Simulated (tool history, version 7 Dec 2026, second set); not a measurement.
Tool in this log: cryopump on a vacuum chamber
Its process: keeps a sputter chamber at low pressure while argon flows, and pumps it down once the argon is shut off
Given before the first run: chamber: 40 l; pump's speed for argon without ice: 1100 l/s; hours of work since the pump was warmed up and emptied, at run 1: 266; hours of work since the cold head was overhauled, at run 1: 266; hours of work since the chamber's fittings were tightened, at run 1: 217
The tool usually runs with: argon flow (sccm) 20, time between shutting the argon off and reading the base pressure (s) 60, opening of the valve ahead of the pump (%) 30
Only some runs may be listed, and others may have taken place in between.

run	hour	argon flow (sccm)	time between shutting the argon off and reading the base pressure (s)	opening of the valve ahead of the pump (%)	hours of work since the pump was warmed up and emptied	hours of work since the cold head was overhauled	hours of work since the chamber's fittings were tightened	pressure while argon flows (Pa)	pressure after the wait (uPa)
1	0	20	60	30	266	266	217	0.1063	2.71
2	18.2	20	60	30	278	278	229	0.106	2.77
3	39.9	29	60	30	292	292	243	0.1538	2.75
4	51.1	29	60	30	299	299	250	0.1545	2.8
5	70.3	29	60	30	312	312	262	0.1561	2.93
6	92.9	20	60	30	327	327	277	0.1072	2.86
7	104.3	20	60	30	334	334	284	0.1065	2.86
8	125.8	20	60	32	348	348	298	0.1014	3.02
9	151.2	20	20	30	364	364	315	0.1086	6.7
10	162.2	20	20	30	372	372	322	0.1068	6.49
11	183.7	20	60	30	385	385	336	0.1066	3.03
12	209.9	31	60	30	403	403	353	0.1663	3.11
13	232.8	20	60	30	417	417	368	0.1076	3.1
14	256.5	20	60	30	433	433	383	0.1083	3.14
15	269	20	60	30	441	441	391	0.108	3.18
16	288.8	20	60	52	454	454	404	0.0645	3.25
17	310.3	20	60	52	468	468	418	0.067	3.38
18	325.7	20	60	52	478	478	428	0.0672	3.32
19	339	9	60	23	486	486	437	0.0632	3.34
20	359.2	9	73	23	499	499	450	0.0631	3.12
21	384.4	9	73	23	516	516	466	0.0635	3.09
22	407	9	73	23	530	530	481	0.0629	3.18
23	425.7	16	23	48	543	543	493	0.058	6.53
24	450.5	21	26	16	559	559	509	0.211	5.95
25	476.4	19	26	42	576	576	526	0.0779	6.22
26	502.3	20	81	30	592	592	543	0.1109	3.25
27	522.7	20	81	30	606	606	556	0.1117	3.36
# hour 538: pump warmed up, emptied and cooled again
28	541.1	11	71	36	2	614	565	0.0472	3.1
29	561.6	36	127	41	15	628	578	0.1349	2.41
30	579.7	11	142	21	27	639	590	0.0819	2.29
31	593.4	17	43	34	36	648	599	0.0766	4.1
32	605	19	121	25	44	656	606	0.1166	2.45
33	624.1	34	117	43	56	668	619	0.1232	2.55
34	640.7	19	60	57	67	679	630	0.0525	3.46

Describe how what the log doesn't record of the tool's condition differs between the last listed run preceding each entry between runs and the first listed run following it.
Run 27 -> run 28: pump warmed up, emptied and cooled again (hour 538)
  pump's speed, % of a pump's without ice: 77.5 -> 99.9; cold plate's temperature, K: 12.28 -> 12.29; leak into the chamber, uPa l/s: 1647 -> 1668
  what was measured, less what the result would be without the hidden state, pressure while argon flows (Pa): +0.0092 -> +0.0002; pressure after the wait (uPa): +1.7 -> +1.25
